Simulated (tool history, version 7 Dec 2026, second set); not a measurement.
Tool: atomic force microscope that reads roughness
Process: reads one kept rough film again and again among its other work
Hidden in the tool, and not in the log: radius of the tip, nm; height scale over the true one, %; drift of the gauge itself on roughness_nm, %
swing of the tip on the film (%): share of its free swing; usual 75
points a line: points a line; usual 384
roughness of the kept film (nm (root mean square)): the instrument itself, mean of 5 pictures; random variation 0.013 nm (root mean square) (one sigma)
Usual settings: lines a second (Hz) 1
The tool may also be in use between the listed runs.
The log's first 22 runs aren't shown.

run   hour  lines a second (Hz)  swing of the tip on the film (%)  points a line  pictures with this tip  hours of work since the height scale was calibrated  roughness of the kept film (nm (root mean square))
 23    535                    1                                79            269                     142                                                  968                                               3.027
 24  554.1                    1                                79            347                     185                                                  981                                               3.046
 25  581.7                 3.81                                73            834                     249                                                 1000                                               2.845
     592.1  -- new tip fitted
 26  604.7                 3.81                                73            628                      29                                                 1015                                               2.839
 27  627.5                 1.14                                80            544                      81                                                 1031                                               3.083
 28  659.5                 1.14                                80            544                     155                                                 1052                                               3.077
 29  687.2                 0.93                                80            268                     218                                                 1071                                               3.001
     711.5  -- new tip fitted
 30  717.1                 0.93                                80            268                      13                                                 1091                                                3.03
 31  739.5                 0.93                                80            268                      64                                                 1106                                               3.047
 32  757.8                 1.58                                55            296                     106                                                 1118                                               3.135
 33  772.5                 1.58                                55            717                     140                                                 1128                                               3.231
 34  801.3                    1                                81            384                     206                                                 1147                                               3.044

4 ways to go on from here, each from the tool as it stands after run 34. What would each give?
     830.8  -- new tip fitted
  A  832.5                 2.91                                56            262                       4                                                 1168                                                   ?
     830.8  -- new tip fitted
  B  832.5                 2.83                                87            384                       4                                                 1168                                                   ?
     830.8  -- new tip fitted
  C  832.5                 2.24                                81            598                       4                                                 1168                                                   ?
     830.8  -- new tip fitted
  D  832.5                    1                                75            285                       4                                                 1168                                                   ?

run  roughness of the kept film (nm (root mean square))
  A                                               3.065
  B                                               2.641
  C                                               2.903
  D                                               3.109
Without the tool's hidden state the same runs would have given:
run  roughness of the kept film (nm (root mean square))
  A                                               3.067
  B                                               2.642
  C                                               2.905
  D                                               3.111

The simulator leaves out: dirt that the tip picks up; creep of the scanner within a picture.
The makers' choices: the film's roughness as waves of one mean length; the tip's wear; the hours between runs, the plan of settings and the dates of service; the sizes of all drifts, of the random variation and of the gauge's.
